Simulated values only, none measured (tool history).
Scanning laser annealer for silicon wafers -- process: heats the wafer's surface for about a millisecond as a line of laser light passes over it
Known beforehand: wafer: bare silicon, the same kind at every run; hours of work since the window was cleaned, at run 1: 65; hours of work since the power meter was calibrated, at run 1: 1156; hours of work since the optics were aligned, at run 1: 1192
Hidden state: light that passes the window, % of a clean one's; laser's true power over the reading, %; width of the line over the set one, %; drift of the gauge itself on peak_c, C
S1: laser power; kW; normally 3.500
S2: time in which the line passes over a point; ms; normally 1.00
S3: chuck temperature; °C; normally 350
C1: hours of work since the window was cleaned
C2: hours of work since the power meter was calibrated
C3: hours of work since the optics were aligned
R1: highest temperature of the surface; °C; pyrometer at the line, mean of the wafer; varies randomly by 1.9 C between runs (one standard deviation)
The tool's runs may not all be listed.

run	hour	S1	S2	S3	C1	C2	C3	R1
1	0.0	3.500	1.00	350	65	1156	1192	1140
2	34.0	3.500	1.00	350	79	1170	1206	1141
3	65.3	3.500	1.00	350	93	1184	1220	1140
4	115.6	3.500	1.00	385	115	1206	1242	1176
5	170.6	3.500	1.00	350	139	1230	1266	1142
# hour 183.8: optics aligned, line set to its width
6	206.5	3.500	1.00	350	152	1243	10	1143
7	264.7	3.500	1.00	351	177	1269	35	1145
8	321.8	3.500	1.00	351	202	1293	60	1144
9	349.1	3.500	1.11	350	214	1305	72	1183
10	411.2	3.500	1.00	350	241	1332	99	1142
11	465.0	3.500	1.00	350	265	1356	122	1144
12	512.6	3.571	1.00	335	285	1376	143	1147
13	540.2	2.999	0.90	379	297	1388	155	1005
14	567.5	3.631	1.00	350	309	1400	167	1176
15	614.7	3.350	0.99	334	330	1421	187	1082
16	668.4	3.034	1.00	332	353	1444	211	1009
17	705.6	3.263	1.00	350	369	1460	227	1084
18	761.9	3.263	1.00	350	394	1485	251	1081
19	823.7	3.061	0.71	351	421	1512	278	915
20	855.5	3.061	0.71	351	434	1526	292	916
21	884.2	3.331	0.86	363	447	1538	305	1054
22	939.1	3.181	0.75	363	471	1562	328	971

Alternative continuations, all from the tool just after run 22; predict every row:
A	980.2	3.500	1.00	324	489	1580	346	?
B	980.2	3.186	1.03	372	489	1580	346	?
C	980.2	3.816	1.07	367	489	1580	346	?
D	980.2	3.339	0.75	355	489	1580	346	?
E	980.2	3.204	0.75	363	489	1580	346	?

run	R1
A	1118
B	1095
C	1273
D	998
E	979
With no hidden state in the tool, these same runs would have given:
run	R1
A	1119
B	1096
C	1274
D	999
E	980
